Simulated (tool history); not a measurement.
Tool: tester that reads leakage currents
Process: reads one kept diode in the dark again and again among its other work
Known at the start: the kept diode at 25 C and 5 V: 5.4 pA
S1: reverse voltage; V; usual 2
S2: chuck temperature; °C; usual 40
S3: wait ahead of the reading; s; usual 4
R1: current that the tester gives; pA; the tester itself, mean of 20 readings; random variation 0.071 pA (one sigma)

run,hour,S1,S2,S3,R1
1,0,2,40,4,21.46
2,26,2,40,4,21.39
3,54.9,16.01,40,4,59
4,103.1,16.01,40,4,60.03
5,139.7,16.01,40,4,60.47
6,169.9,2,40,4,21.99
7,205.2,2,33,4,13.47
8,244.1,2,33,4,13.56
9,267.8,2,33,4,13.58
10,314.6,2,40,4,22.48
11,351,2,40,4,22.48
12,384.1,2,40,4,22.81
# hour 400.8: chuck's temperature calibrated
13,410,2,40,4,20.4
14,445,2,40,4,20.48
15,477.4,2,48,4,37
16,507.8,9.76,48,4,73.19
17,554.1,9.76,48,4,74.01
# hour 573.4: probe card cleaned and baked
18,588.7,2,39,4,15.39
19,631.8,2,39,4,15.6
20,669.1,2,39,4,15.66
21,713.5,2,39,4,15.87
22,758.1,1.36,22,2.68,3.19
23,789,4.2,40,4,22.32
24,837.6,1.63,35,1.87,10.75
25,884.9,14.63,49,1.45,72.85
26,932.4,11.84,59,1.45,145.43
27,975.4,11.84,59,1.45,146.7
28,1005,11.84,34,3.81,24.07
29,1028.4,2,40,1.57,18.36
30,1070.7,7.52,40,0.43,31.59
31,1097,2.02,46,0.38,30.31
32,1146,2.02,46,0.38,30.66
33,1174.3,2.02,46,0.38,30.66
34,1203.5,2.02,46,0.38,30.62
35,1228.4,2,40,7.28,18.79
36,1252.6,2,39,4,17.37
37,1303.2,2,35,4,12.98
38,1326,2,29,2.92,8.32
39,1367.7,2,29,2.92,8.48

4 ways to go on from here, each from the tool as it stands after run 39. What would each give?
A,1399.1,2,40,6.1,?
B,1399.1,6.96,32,9.95,?
C,1399.1,2,29,4,?
D,1399.1,2,36,3.56,?

run,R1
A,19.41
B,19.83
C,8.53
D,14.27
Without the tool's hidden state the same runs would have given:
run,R1
A,16.55
B,11.91
C,6.13
D,11.61
